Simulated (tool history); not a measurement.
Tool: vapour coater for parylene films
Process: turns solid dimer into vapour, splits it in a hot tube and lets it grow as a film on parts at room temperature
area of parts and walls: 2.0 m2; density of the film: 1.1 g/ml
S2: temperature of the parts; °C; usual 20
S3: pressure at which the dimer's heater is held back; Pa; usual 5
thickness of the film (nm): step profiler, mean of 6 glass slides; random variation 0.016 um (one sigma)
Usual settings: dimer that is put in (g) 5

run 1 hour=0 | dimer_that_is_put_in_(g)=5 S2=20 S3=5 | thickness_of_the_film_(nm)=1640
run 2 hour=19.9 | dimer_that_is_put_in_(g)=5 S2=20 S3=5 | thickness_of_the_film_(nm)=1650
run 3 hour=47.7 | dimer_that_is_put_in_(g)=5 S2=20 S3=5 | thickness_of_the_film_(nm)=1630
run 4 hour=84 | dimer_that_is_put_in_(g)=2 S2=20 S3=5 | thickness_of_the_film_(nm)=640
run 5 hour=111.1 | dimer_that_is_put_in_(g)=2 S2=20 S3=5 | thickness_of_the_film_(nm)=620
run 6 hour=151.7 | dimer_that_is_put_in_(g)=5 S2=20 S3=4.12 | thickness_of_the_film_(nm)=1680
run 7 hour=173 | dimer_that_is_put_in_(g)=5 S2=20 S3=5 | thickness_of_the_film_(nm)=1590
run 8 hour=214.7 | dimer_that_is_put_in_(g)=5 S2=20 S3=5 | thickness_of_the_film_(nm)=1600
run 9 hour=254.2 | dimer_that_is_put_in_(g)=3 S2=20 S3=5 | thickness_of_the_film_(nm)=930
run 10 hour=282.4 | dimer_that_is_put_in_(g)=3 S2=20 S3=5 | thickness_of_the_film_(nm)=950
run 11 hour=301 | dimer_that_is_put_in_(g)=6 S2=20 S3=5 | thickness_of_the_film_(nm)=1910
run 12 hour=335.8 | dimer_that_is_put_in_(g)=5 S2=20 S3=5 | thickness_of_the_film_(nm)=1580
run 13 hour=377.1 | dimer_that_is_put_in_(g)=5 S2=20 S3=5 | thickness_of_the_film_(nm)=1560
run 14 hour=405.8 | dimer_that_is_put_in_(g)=5 S2=20 S3=5 | thickness_of_the_film_(nm)=1560
run 15 hour=437.2 | dimer_that_is_put_in_(g)=5 S2=20 S3=5 | thickness_of_the_film_(nm)=1550
run 16 hour=472.9 | dimer_that_is_put_in_(g)=3 S2=20 S3=5 | thickness_of_the_film_(nm)=930
run 17 hour=510.4 | dimer_that_is_put_in_(g)=3 S2=20 S3=5 | thickness_of_the_film_(nm)=920
run 18 hour=540.9 | dimer_that_is_put_in_(g)=3 S2=20 S3=5 | thickness_of_the_film_(nm)=920
run 19 hour=585.6 | dimer_that_is_put_in_(g)=5 S2=20 S3=2.58 | thickness_of_the_film_(nm)=1580
run 20 hour=610.2 | dimer_that_is_put_in_(g)=5 S2=20 S3=2.58 | thickness_of_the_film_(nm)=1570
run 21 hour=636.9 | dimer_that_is_put_in_(g)=5 S2=20 S3=2.58 | thickness_of_the_film_(nm)=1570
run 22 hour=680.1 | dimer_that_is_put_in_(g)=5 S2=20 S3=2.58 | thickness_of_the_film_(nm)=1580
run 23 hour=712.7 | dimer_that_is_put_in_(g)=5 S2=20 S3=2.58 | thickness_of_the_film_(nm)=1530
run 24 hour=755.1 | dimer_that_is_put_in_(g)=5 S2=20 S3=2.58 | thickness_of_the_film_(nm)=1550
run 25 hour=776.7 | dimer_that_is_put_in_(g)=5 S2=20 S3=3.3 | thickness_of_the_film_(nm)=1500
run 26 hour=796.4 | dimer_that_is_put_in_(g)=5 S2=20 S3=3.3 | thickness_of_the_film_(nm)=1520
run 27 hour=828.9 | dimer_that_is_put_in_(g)=5 S2=18 S3=5 | thickness_of_the_film_(nm)=1580
run 28 hour=848.2 | dimer_that_is_put_in_(g)=2 S2=20 S3=7.28 | thickness_of_the_film_(nm)=570
run 29 hour=887.1 | dimer_that_is_put_in_(g)=5 S2=26 S3=5.83 | thickness_of_the_film_(nm)=1170
run 30 hour=927.5 | dimer_that_is_put_in_(g)=4 S2=26 S3=10.08 | thickness_of_the_film_(nm)=910
run 31 hour=948 | dimer_that_is_put_in_(g)=8 S2=22 S3=10.08 | thickness_of_the_film_(nm)=2060
run 32 hour=982.9 | dimer_that_is_put_in_(g)=8 S2=16 S3=4.25 | thickness_of_the_film_(nm)=2670
run 33 hour=1003.5 | dimer_that_is_put_in_(g)=3 S2=28 S3=4.31 | thickness_of_the_film_(nm)=650
run 34 hour=1043.6 | dimer_that_is_put_in_(g)=3 S2=16 S3=2.36 | thickness_of_the_film_(nm)=1050
run 35 hour=1073.4 | dimer_that_is_put_in_(g)=3 S2=16 S3=2.36 | thickness_of_the_film_(nm)=1090
run 36 hour=1100.7 | dimer_that_is_put_in_(g)=5 S2=23 S3=5 | thickness_of_the_film_(nm)=1540
run 37 hour=1143.4 | dimer_that_is_put_in_(g)=3 S2=24 S3=5.04 | thickness_of_the_film_(nm)=910
run 38 hour=1163.9 | dimer_that_is_put_in_(g)=3 S2=24 S3=5.04 | thickness_of_the_film_(nm)=910
run 39 hour=1200.8 | dimer_that_is_put_in_(g)=3 S2=24 S3=5.04 | thickness_of_the_film_(nm)=880
run 40 hour=1236.8 | dimer_that_is_put_in_(g)=3 S2=24 S3=5.04 | thickness_of_the_film_(nm)=870
run 41 hour=1281.1 | dimer_that_is_put_in_(g)=7 S2=15 S3=9.33 | thickness_of_the_film_(nm)=2680
run 42 hour=1304.8 | dimer_that_is_put_in_(g)=7 S2=15 S3=9.33 | thickness_of_the_film_(nm)=2660
run 43 hour=1336 | dimer_that_is_put_in_(g)=5 S2=20 S3=11.09 | thickness_of_the_film_(nm)=1590
run 44 hour=1377.4 | dimer_that_is_put_in_(g)=5 S2=29 S3=11.82 | thickness_of_the_film_(nm)=1140
run 45 hour=1421.6 | dimer_that_is_put_in_(g)=9 S2=20 S3=9.25 | thickness_of_the_film_(nm)=2850
run 46 hour=1452.4 | dimer_that_is_put_in_(g)=5 S2=17 S3=9.96 | thickness_of_the_film_(nm)=1750
run 47 hour=1482.4 | dimer_that_is_put_in_(g)=4 S2=18 S3=9.96 | thickness_of_the_film_(nm)=1350
run 48 hour=1509.9 | dimer_that_is_put_in_(g)=4 S2=18 S3=9.96 | thickness_of_the_film_(nm)=1320

Not shown: 2 entries that the log had between the listed runs. Between which runs, and how does the tool's hidden state differ before and after?
Between runs 34 and 35: table's thermometer calibrated (hour 1058.7)
  vapour lost through the trap's worn valve, %: 14.1 -> 14.4; true temperature of the parts over the reading, C: 1.13 -> -0.07
  measured less the result without the state, thickness of the film (nm): -220 -> -180
Between runs 35 and 36: trap's valve overhauled (hour 1081.5)
  vapour lost through the trap's worn valve, %: 14.4 -> 0.7; true temperature of the parts over the reading, C: -0.07 -> -0.06
  measured less the result without the state, thickness of the film (nm): -180 -> -10

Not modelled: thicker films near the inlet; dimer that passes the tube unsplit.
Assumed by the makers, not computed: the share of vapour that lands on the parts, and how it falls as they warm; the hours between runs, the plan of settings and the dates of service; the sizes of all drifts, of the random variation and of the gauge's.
